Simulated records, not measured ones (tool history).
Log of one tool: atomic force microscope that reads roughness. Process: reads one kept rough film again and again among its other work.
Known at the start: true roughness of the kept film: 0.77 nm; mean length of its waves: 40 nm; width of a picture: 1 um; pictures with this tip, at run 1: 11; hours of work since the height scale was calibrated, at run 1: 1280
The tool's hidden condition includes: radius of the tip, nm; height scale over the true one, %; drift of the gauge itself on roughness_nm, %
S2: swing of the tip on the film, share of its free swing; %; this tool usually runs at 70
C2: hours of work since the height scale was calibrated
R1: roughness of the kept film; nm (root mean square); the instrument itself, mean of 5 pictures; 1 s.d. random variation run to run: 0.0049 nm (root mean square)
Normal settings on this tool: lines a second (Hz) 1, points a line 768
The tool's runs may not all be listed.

run 1 hour=0 | lines_a_second_(Hz)=1 S2=70 points_a_line=768 | pictures_with_this_tip=11 C2=1280 | R1=0.711
run 2 hour=35.4 | lines_a_second_(Hz)=1 S2=64 points_a_line=768 | pictures_with_this_tip=75 C2=1304 | R1=0.681
-- hour=47.9 new tip fitted
run 3 hour=90 | lines_a_second_(Hz)=1 S2=64 points_a_line=768 | pictures_with_this_tip=76 C2=1340 | R1=0.675
-- hour=100.8 new tip fitted
run 4 hour=134.2 | lines_a_second_(Hz)=1 S2=64 points_a_line=663 | pictures_with_this_tip=60 C2=1369 | R1=0.685
-- hour=152.3 new tip fitted
run 5 hour=181.9 | lines_a_second_(Hz)=1.37 S2=70 points_a_line=768 | pictures_with_this_tip=53 C2=1400 | R1=0.669
-- hour=205.1 new tip fitted
run 6 hour=227.4 | lines_a_second_(Hz)=1 S2=70 points_a_line=768 | pictures_with_this_tip=40 C2=1430 | R1=0.686
-- hour=260.6 new tip fitted
run 7 hour=279.4 | lines_a_second_(Hz)=1 S2=69 points_a_line=768 | pictures_with_this_tip=34 C2=1464 | R1=0.693
-- hour=312.9 new tip fitted
run 8 hour=316.7 | lines_a_second_(Hz)=1 S2=69 points_a_line=768 | pictures_with_this_tip=7 C2=1489 | R1=0.703
run 9 hour=346.6 | lines_a_second_(Hz)=1 S2=69 points_a_line=768 | pictures_with_this_tip=61 C2=1509 | R1=0.678
-- hour=365.8 new tip fitted
run 10 hour=398.5 | lines_a_second_(Hz)=1 S2=69 points_a_line=768 | pictures_with_this_tip=59 C2=1543 | R1=0.679
-- hour=419.4 new tip fitted
run 11 hour=440.8 | lines_a_second_(Hz)=1 S2=70 points_a_line=347 | pictures_with_this_tip=39 C2=1570 | R1=0.689
-- hour=473.2 new tip fitted
run 12 hour=496.4 | lines_a_second_(Hz)=1 S2=70 points_a_line=347 | pictures_with_this_tip=42 C2=1607 | R1=0.677
-- hour=525.5 new tip fitted
-- hour=534.4 height scale calibrated on a step standard
run 13 hour=534.4 | lines_a_second_(Hz)=1 S2=70 points_a_line=347 | pictures_with_this_tip=14 C2=0 | R1=0.699
run 14 hour=562.8 | lines_a_second_(Hz)=1 S2=70 points_a_line=768 | pictures_with_this_tip=65 C2=19 | R1=0.69
-- hour=581.7 new tip fitted
run 15 hour=592.2 | lines_a_second_(Hz)=1 S2=70 points_a_line=768 | pictures_with_this_tip=19 C2=38 | R1=0.698

Expected results for the next run?
-- hour=634.5 new tip fitted
run 16 hour=643.2 | lines_a_second_(Hz)=1 S2=61 points_a_line=277 | pictures_with_this_tip=16 C2=72 | R1=?

{"run 16": {"R1": 0.711}}
Were there no unlogged condition in the tool, this run, its random variation unchanged, would have produced R1 0.72 nm (root mean square).
